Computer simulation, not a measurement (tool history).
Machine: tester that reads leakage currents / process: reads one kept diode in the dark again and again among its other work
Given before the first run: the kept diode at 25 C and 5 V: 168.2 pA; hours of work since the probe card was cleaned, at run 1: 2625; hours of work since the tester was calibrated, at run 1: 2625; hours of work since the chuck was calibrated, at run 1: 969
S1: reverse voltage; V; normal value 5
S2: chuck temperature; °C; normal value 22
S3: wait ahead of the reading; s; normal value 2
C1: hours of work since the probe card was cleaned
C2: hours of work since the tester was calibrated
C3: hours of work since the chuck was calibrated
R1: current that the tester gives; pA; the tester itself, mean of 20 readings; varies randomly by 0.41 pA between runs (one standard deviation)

run 1 day=0 | S1=5 S2=22 S3=2 | C1=2625 C2=2625 C3=969 | R1=157.96
run 2 day=4.138 | S1=5 S2=34 S3=2 | C1=2671 C2=2671 C3=1016 | R1=361.23
-- day=6.471 probe card cleaned and baked
run 3 day=9.946 | S1=5 S2=34 S3=2 | C1=39 C2=2735 C3=1080 | R1=352.58
-- day=10.829 tester calibrated
run 4 day=16.433 | S1=5 S2=34 S3=2 | C1=112 C2=63 C3=1153 | R1=350.12
run 5 day=25.996 | S1=5 S2=34 S3=2 | C1=220 C2=171 C3=1261 | R1=353.62
run 6 day=33.404 | S1=5 S2=34 S3=2 | C1=303 C2=255 C3=1344 | R1=356.66
-- day=35.988 tester calibrated, once more
run 7 day=42.875 | S1=5 S2=39 S3=0.57 | C1=409 C2=78 C3=1450 | R1=528.86
run 8 day=50.046 | S1=10.68 S2=22 S3=1.49 | C1=490 C2=159 C3=1531 | R1=224.48
run 9 day=55.971 | S1=10.68 S2=22 S3=1.49 | C1=557 C2=226 C3=1598 | R1=227
run 10 day=60.588 | S1=3.01 S2=32 S3=1.89 | C1=609 C2=278 C3=1650 | R1=259.69
run 11 day=66.321 | S1=3.01 S2=32 S3=1.89 | C1=674 C2=343 C3=1715 | R1=263.54

How would selected steps in R1 from run to run divide? Give the signed amount a tool lacking its hidden state would still show from settings, what came in and random variation, and the signed amount left for the hidden state, including any gauge scatter that is not in both of the compared results.
The tool's hidden condition here consists of: stray current of the dirty probe card, pA a volt; current scale over the true one, %; true chuck temperature over the reading, C; drift of the gauge itself on leakage_pa, %.
Run 6 -> 7: S2 34 -> 39, S3 2 -> 0.57, tester calibrated, once more. R1 +172.2 pA: hidden state +31.02, all else +141.18.
Run 7 -> 8: S1 5 -> 10.68, S2 39 -> 22, S3 0.57 -> 1.49. R1 -304.38 pA: hidden state -27.55, all else -276.83.

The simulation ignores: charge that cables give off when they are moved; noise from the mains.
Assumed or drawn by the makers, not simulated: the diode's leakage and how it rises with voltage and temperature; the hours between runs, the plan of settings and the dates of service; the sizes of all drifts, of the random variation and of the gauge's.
